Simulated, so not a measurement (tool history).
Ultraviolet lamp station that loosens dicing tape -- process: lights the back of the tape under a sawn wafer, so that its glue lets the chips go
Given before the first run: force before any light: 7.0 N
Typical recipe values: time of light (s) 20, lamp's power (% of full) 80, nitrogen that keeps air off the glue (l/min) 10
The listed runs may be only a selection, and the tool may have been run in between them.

| run | hour | time of light (s) | lamp's power (% of full) | nitrogen that keeps air off the glue (l/min) | force that peels the tape off (N) | light that reached the tape (mJ/cm2) |
|---|---|---|---|---|---|---|
| 1 | 0.0 | 20 | 80 | 10 | 0.664 | 254 |
| 2 | 56.6 | 20 | 80 | 10 | 0.670 | 255 |
| 3 | 125.1 | 20 | 80 | 10 | 0.663 | 257 |
| 4 | 164.6 | 20 | 80 | 10 | 0.662 | 253 |
| 5 | 224.4 | 20 | 80 | 10 | 0.672 | 249 |
| 6 | 274.9 | 20 | 80 | 10 | 0.697 | 252 |
| 7 | 331.1 | 20 | 80 | 10 | 0.671 | 254 |
|  | 381.9 | window cleaned of glue's vapour |
| 8 | 390.6 | 20 | 80 | 10 | 0.662 | 260 |
| 9 | 435.8 | 20 | 80 | 10 | 0.677 | 255 |
| 10 | 509.2 | 20 | 80 | 10 | 0.650 | 256 |
| 11 | 561.4 | 20 | 80 | 10 | 0.681 | 254 |
| 12 | 626.6 | 14 | 80 | 10 | 1.271 | 179 |
| 13 | 664.4 | 20 | 80 | 8 | 0.747 | 251 |
| 14 | 737.9 | 33 | 80 | 10 | 0.260 | 421 |
| 15 | 818.0 | 33 | 80 | 10 | 0.260 | 422 |
| 16 | 856.8 | 20 | 80 | 10 | 0.675 | 253 |
|  | 886.2 | window cleaned of glue's vapour |
| 17 | 928.0 | 22 | 80 | 10 | 0.526 | 282 |
| 18 | 968.0 | 11 | 80 | 10 | 1.746 | 136 |
| 19 | 1031.5 | 11 | 80 | 10 | 1.848 | 139 |
| 20 | 1072.9 | 11 | 80 | 10 | 1.835 | 141 |
| 21 | 1143.1 | 11 | 80 | 10 | 1.795 | 142 |
| 22 | 1201.6 | 30 | 80 | 13 | 0.261 | 378 |
| 23 | 1235.5 | 12 | 86 | 10 | 1.480 | 162 |
| 24 | 1292.8 | 12 | 86 | 10 | 1.413 | 158 |
| 25 | 1354.2 | 12 | 86 | 10 | 1.440 | 163 |
|  | 1391.9 | window cleaned of glue's vapour |
| 26 | 1432.6 | 24 | 94 | 11 | 0.328 | 361 |
| 27 | 1492.6 | 24 | 84 | 16 | 0.328 | 318 |
|  | 1501.5 | lamp changed |
| 28 | 1557.9 | 24 | 84 | 16 | 0.344 | 318 |
| 29 | 1593.8 | 24 | 84 | 16 | 0.339 | 320 |
| 30 | 1642.6 | 34 | 65 | 3 | 0.788 | 353 |
| 31 | 1716.5 | 33 | 98 | 6 | 0.241 | 516 |
| 32 | 1777.6 | 11 | 90 | 6 | 1.884 | 157 |
| 33 | 1825.9 | 24 | 80 | 10 | 0.468 | 307 |
| 34 | 1887.5 | 20 | 85 | 3 | 1.210 | 270 |

What will run 35 give?
|  | 1895.7 | window cleaned of glue's vapour |
| 35 | 1966.3 | 20 | 75 | 3 | ? | ? |

force that peels the tape off (N): 1.500
light that reached the tape (mJ/cm2): 236
Minus the tool's unlogged condition, the same run would have read force that peels the tape off (N) 1.497, light that reached the tape (mJ/cm2) 236.
